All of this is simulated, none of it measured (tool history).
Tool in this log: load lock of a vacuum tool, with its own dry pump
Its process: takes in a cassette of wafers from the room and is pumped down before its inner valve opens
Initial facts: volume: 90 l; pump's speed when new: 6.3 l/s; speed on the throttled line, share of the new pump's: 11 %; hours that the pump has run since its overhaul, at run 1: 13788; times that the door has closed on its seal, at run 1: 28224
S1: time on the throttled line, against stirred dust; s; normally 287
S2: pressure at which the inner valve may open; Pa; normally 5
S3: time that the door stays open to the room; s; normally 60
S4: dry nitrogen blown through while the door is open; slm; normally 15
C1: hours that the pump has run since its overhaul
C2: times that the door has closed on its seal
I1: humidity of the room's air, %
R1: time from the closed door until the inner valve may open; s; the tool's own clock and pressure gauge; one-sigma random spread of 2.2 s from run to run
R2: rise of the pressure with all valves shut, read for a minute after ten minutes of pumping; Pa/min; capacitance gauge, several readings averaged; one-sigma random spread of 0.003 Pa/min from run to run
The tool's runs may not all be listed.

{"run": 1, "hour": 0.0, "S1": 287, "S2": 5, "S3": 60, "S4": 15, "C1": 13788, "C2": 28224, "I1": 45.9, "R1": 416.0, "R2": 0.087}
{"run": 2, "hour": 689.1, "S1": 145, "S2": 5, "S3": 60, "S4": 15, "C1": 14477, "C2": 29844, "I1": 44.0, "R1": 291.6, "R2": 0.089}
{"run": 3, "hour": 1044.4, "S1": 287, "S2": 5, "S3": 60, "S4": 15, "C1": 14832, "C2": 30679, "I1": 44.6, "R1": 412.4, "R2": 0.091}
{"run": 4, "hour": 1632.9, "S1": 287, "S2": 5, "S3": 60, "S4": 15, "C1": 15421, "C2": 32062, "I1": 43.5, "R1": 419.5, "R2": 0.101}
{"run": 5, "hour": 2174.6, "S1": 287, "S2": 5, "S3": 60, "S4": 15, "C1": 15962, "C2": 33335, "I1": 47.2, "R1": 412.3, "R2": 0.1}
{"run": 6, "hour": 2710.7, "S1": 214, "S2": 5, "S3": 60, "S4": 15, "C1": 16499, "C2": 34595, "I1": 43.9, "R1": 351.7, "R2": 0.106}
{"run": 7, "hour": 3134.5, "S1": 287, "S2": 5, "S3": 60, "S4": 15, "C1": 16922, "C2": 35590, "I1": 46.5, "R1": 413.6, "R2": 0.112}
{"run": 8, "hour": 3467.6, "S1": 287, "S2": 5, "S3": 60, "S4": 15, "C1": 17256, "C2": 36373, "I1": 47.2, "R1": 417.3, "R2": 0.114}
{"run": 9, "hour": 3808.2, "S1": 287, "S2": 5, "S3": 60, "S4": 15, "C1": 17596, "C2": 37174, "I1": 45.2, "R1": 416.4, "R2": 0.123}
{"run": 10, "hour": 4273.5, "S1": 287, "S2": 5, "S3": 60, "S4": 15, "C1": 18061, "C2": 38267, "I1": 44.6, "R1": 418.0, "R2": 0.121}
{"run": 11, "hour": 4841.2, "S1": 287, "S2": 5, "S3": 60, "S4": 15, "C1": 18629, "C2": 39601, "I1": 42.6, "R1": 417.1, "R2": 0.128}
{"run": 12, "hour": 5292.4, "S1": 268, "S2": 5, "S3": 60, "S4": 15, "C1": 19080, "C2": 40662, "I1": 46.6, "R1": 401.3, "R2": 0.128}
{"run": 13, "hour": 5747.3, "S1": 287, "S2": 5, "S3": 60, "S4": 15, "C1": 19535, "C2": 41731, "I1": 42.6, "R1": 422.1, "R2": 0.134}
{"run": 14, "hour": 6249.6, "S1": 287, "S2": 5, "S3": 60, "S4": 15, "C1": 20037, "C2": 42911, "I1": 45.6, "R1": 422.5, "R2": 0.142}
{"run": 15, "hour": 6931.8, "S1": 287, "S2": 5, "S3": 60, "S4": 15, "C1": 20720, "C2": 44514, "I1": 45.3, "R1": 424.3, "R2": 0.146}
{"run": 16, "hour": 7659.2, "S1": 287, "S2": 5, "S3": 60, "S4": 15, "C1": 21447, "C2": 46224, "I1": 45.5, "R1": 423.2, "R2": 0.158}
{"run": 17, "hour": 8130.8, "S1": 287, "S2": 5, "S3": 60, "S4": 15, "C1": 21919, "C2": 47332, "I1": 47.3, "R1": 422.2, "R2": 0.168}
{"run": 18, "hour": 8596.3, "S1": 287, "S2": 5, "S3": 60, "S4": 15, "C1": 22384, "C2": 48426, "I1": 46.3, "R1": 426.1, "R2": 0.175}
{"run": 19, "hour": 9201.7, "S1": 287, "S2": 5, "S3": 60, "S4": 15, "C1": 22990, "C2": 49849, "I1": 45.4, "R1": 423.7, "R2": 0.175}
{"run": 20, "hour": 9605.9, "S1": 479, "S2": 5, "S3": 60, "S4": 19, "C1": 23394, "C2": 50799, "I1": 45.1, "R1": 590.3, "R2": 0.171}
{"run": 21, "hour": 9927.0, "S1": 479, "S2": 9, "S3": 25, "S4": 19, "C1": 23715, "C2": 51553, "I1": 43.5, "R1": 578.4, "R2": 0.173}
{"hour": 10654.4, "done": "dry pump taken out, an overhauled one fitted"}
{"run": 22, "hour": 10664.5, "S1": 479, "S2": 9, "S3": 25, "S4": 19, "C1": 10, "C2": 53272, "I1": 47.3, "R1": 564.1, "R2": 0.187}
{"run": 23, "hour": 11137.2, "S1": 479, "S2": 9, "S3": 25, "S4": 19, "C1": 483, "C2": 54383, "I1": 43.7, "R1": 560.4, "R2": 0.19}
{"hour": 11251.9, "done": "door's seal changed, seat wiped"}
{"run": 24, "hour": 11532.7, "S1": 276, "S2": 9, "S3": 25, "S4": 19, "C1": 877, "C2": 660, "I1": 41.8, "R1": 381.3, "R2": 0.012}
{"run": 25, "hour": 11930.4, "S1": 287, "S2": 8, "S3": 60, "S4": 40, "C1": 1274, "C2": 1594, "I1": 46.7, "R1": 392.7, "R2": 0.013}
{"run": 26, "hour": 12467.8, "S1": 370, "S2": 5, "S3": 60, "S4": 15, "C1": 1812, "C2": 2858, "I1": 42.0, "R1": 474.1, "R2": 0.022}
{"run": 27, "hour": 13071.6, "S1": 469, "S2": 6, "S3": 114, "S4": 11, "C1": 2416, "C2": 4276, "I1": 44.4, "R1": 556.1, "R2": 0.04}
{"run": 28, "hour": 13755.4, "S1": 287, "S2": 4, "S3": 91, "S4": 12, "C1": 3099, "C2": 5883, "I1": 45.7, "R1": 406.7, "R2": 0.043}
{"run": 29, "hour": 14351.9, "S1": 297, "S2": 9, "S3": 208, "S4": 28, "C1": 3696, "C2": 7285, "I1": 44.4, "R1": 402.3, "R2": 0.038}
{"run": 30, "hour": 14954.0, "S1": 297, "S2": 9, "S3": 35, "S4": 13, "C1": 4298, "C2": 8700, "I1": 44.4, "R1": 400.7, "R2": 0.027}
{"run": 31, "hour": 15403.9, "S1": 269, "S2": 5, "S3": 165, "S4": 15, "C1": 4748, "C2": 9757, "I1": 46.1, "R1": 386.6, "R2": 0.056}
{"run": 32, "hour": 15782.9, "S1": 269, "S2": 5, "S3": 165, "S4": 15, "C1": 5127, "C2": 10648, "I1": 45.8, "R1": 383.0, "R2": 0.054}
{"run": 33, "hour": 16308.2, "S1": 287, "S2": 5, "S3": 123, "S4": 17, "C1": 5652, "C2": 11883, "I1": 48.5, "R1": 405.3, "R2": 0.045}
{"run": 34, "hour": 16998.5, "S1": 436, "S2": 4, "S3": 46, "S4": 28, "C1": 6343, "C2": 13505, "I1": 46.9, "R1": 539.1, "R2": 0.032}
{"run": 35, "hour": 17373.4, "S1": 436, "S2": 5, "S3": 46, "S4": 13, "C1": 6717, "C2": 14386, "I1": 46.5, "R1": 541.4, "R2": 0.045}
{"run": 36, "hour": 17765.9, "S1": 436, "S2": 5, "S3": 46, "S4": 11, "C1": 7110, "C2": 15308, "I1": 42.0, "R1": 535.0, "R2": 0.047}

Had the tool no unlogged condition, and each run kept its random variation, what would the results have been?
The hidden state here: pump's speed, % of a new pump's; leak at the door's seal, Pa l/s; drift of the gauge itself on ready_s, %; drift of the gauge itself on rise_pa_min, %.
run=1 R1=400.8 R2=0.024
run=2 R1=273.3 R2=0.020
run=3 R1=396.0 R2=0.020
run=4 R1=402.1 R2=0.024
run=5 R1=394.6 R2=0.019
run=6 R1=331.9 R2=0.021
run=7 R1=394.7 R2=0.024
run=8 R1=397.8 R2=0.024
run=9 R1=396.5 R2=0.027
run=10 R1=397.4 R2=0.023
run=11 R1=395.9 R2=0.025
run=12 R1=379.1 R2=0.020
run=13 R1=399.4 R2=0.022
run=14 R1=399.2 R2=0.024
run=15 R1=400.1 R2=0.022
run=16 R1=397.6 R2=0.026
run=17 R1=396.1 R2=0.029
run=18 R1=399.2 R2=0.032
run=19 R1=396.1 R2=0.029
run=20 R1=567.7 R2=0.018
run=21 R1=558.0 R2=0.017
run=22 R1=564.3 R2=0.019
run=23 R1=560.2 R2=0.015
run=24 R1=380.7 R2=0.012
run=25 R1=391.7 R2=0.011
run=26 R1=472.7 R2=0.019
run=27 R1=554.4 R2=0.036
run=28 R1=403.9 R2=0.037
run=29 R1=399.3 R2=0.030
run=30 R1=397.1 R2=0.016
run=31 R1=382.1 R2=0.044
run=32 R1=378.2 R2=0.040
run=33 R1=400.0 R2=0.028
run=34 R1=533.9 R2=0.013
run=35 R1=536.0 R2=0.024
run=36 R1=529.3 R2=0.023
